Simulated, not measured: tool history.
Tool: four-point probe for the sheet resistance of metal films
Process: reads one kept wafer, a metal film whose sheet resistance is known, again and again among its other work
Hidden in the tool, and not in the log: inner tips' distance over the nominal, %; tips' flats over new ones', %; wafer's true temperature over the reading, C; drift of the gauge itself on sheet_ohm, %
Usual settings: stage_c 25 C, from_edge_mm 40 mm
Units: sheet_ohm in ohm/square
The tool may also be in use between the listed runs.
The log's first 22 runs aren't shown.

| run | hour | stage_c | from_edge_mm | touches since the probe head was changed | hours of work since the stage's thermometer was calibrated | sheet_ohm |
|---|---|---|---|---|---|---|
| 23 | 887.2 | 32 | 7 | 88973 | 96 | 0.048365 |
| 24 | 945.8 | 32 | 7 | 90533 | 126 | 0.048343 |
|  | 954.1 | stage's thermometer calibrated, once more |
| 25 | 977 | 24 | 5 | 91349 | 12 | 0.048246 |
| 26 | 1037 | 25 | 15 | 92948 | 42 | 0.048054 |
| 27 | 1095.3 | 25 | 15 | 94501 | 72 | 0.048044 |
| 28 | 1122.5 | 25 | 6 | 95223 | 86 | 0.0482 |
| 29 | 1166.6 | 28 | 39 | 96398 | 109 | 0.048117 |
| 30 | 1193.6 | 28 | 39 | 97118 | 123 | 0.048122 |
| 31 | 1247.5 | 24 | 5 | 98553 | 150 | 0.048208 |
| 32 | 1277.5 | 24 | 24 | 99351 | 166 | 0.047963 |
| 33 | 1331.3 | 20 | 46 | 100783 | 193 | 0.047811 |
| 34 | 1390.8 | 20 | 46 | 102369 | 224 | 0.04779 |
| 35 | 1447.1 | 20 | 46 | 103867 | 252 | 0.047782 |
| 36 | 1474.8 | 29 | 13 | 104605 | 267 | 0.048173 |
| 37 | 1528.7 | 22 | 12 | 106042 | 294 | 0.0479 |
| 38 | 1574 | 20 | 4 | 107248 | 317 | 0.048165 |
| 39 | 1607.8 | 26 | 6 | 108149 | 335 | 0.048173 |
| 40 | 1665.7 | 26 | 6 | 109690 | 364 | 0.04817 |
| 41 | 1719.9 | 21 | 11 | 111132 | 392 | 0.047835 |
| 42 | 1746.9 | 21 | 11 | 111853 | 406 | 0.047831 |
| 43 | 1781.7 | 21 | 11 | 112780 | 424 | 0.047828 |
| 44 | 1832 | 34 | 21 | 114119 | 449 | 0.048282 |

5 ways to go on from here, each from the tool as it stands after run 44. What would each give?
| A | 1860.9 | 25 | 8 | 114888 | 464 | ? |
| B | 1860.9 | 22 | 40 | 114888 | 464 | ? |
| C | 1860.9 | 28 | 25 | 114888 | 464 | ? |
| D | 1860.9 | 26 | 68 | 114888 | 464 | ? |
| E | 1860.9 | 33 | 7 | 114888 | 464 | ? |

| run | sheet_ohm |
|---|---|
| A | 0.048028 |
| B | 0.047806 |
| C | 0.04807 |
| D | 0.047985 |
| E | 0.048373 |
Without the tool's hidden state the same runs would have given:
| run | sheet_ohm |
|---|---|
| A | 0.048177 |
| B | 0.047954 |
| C | 0.048219 |
| D | 0.048133 |
| E | 0.048523 |

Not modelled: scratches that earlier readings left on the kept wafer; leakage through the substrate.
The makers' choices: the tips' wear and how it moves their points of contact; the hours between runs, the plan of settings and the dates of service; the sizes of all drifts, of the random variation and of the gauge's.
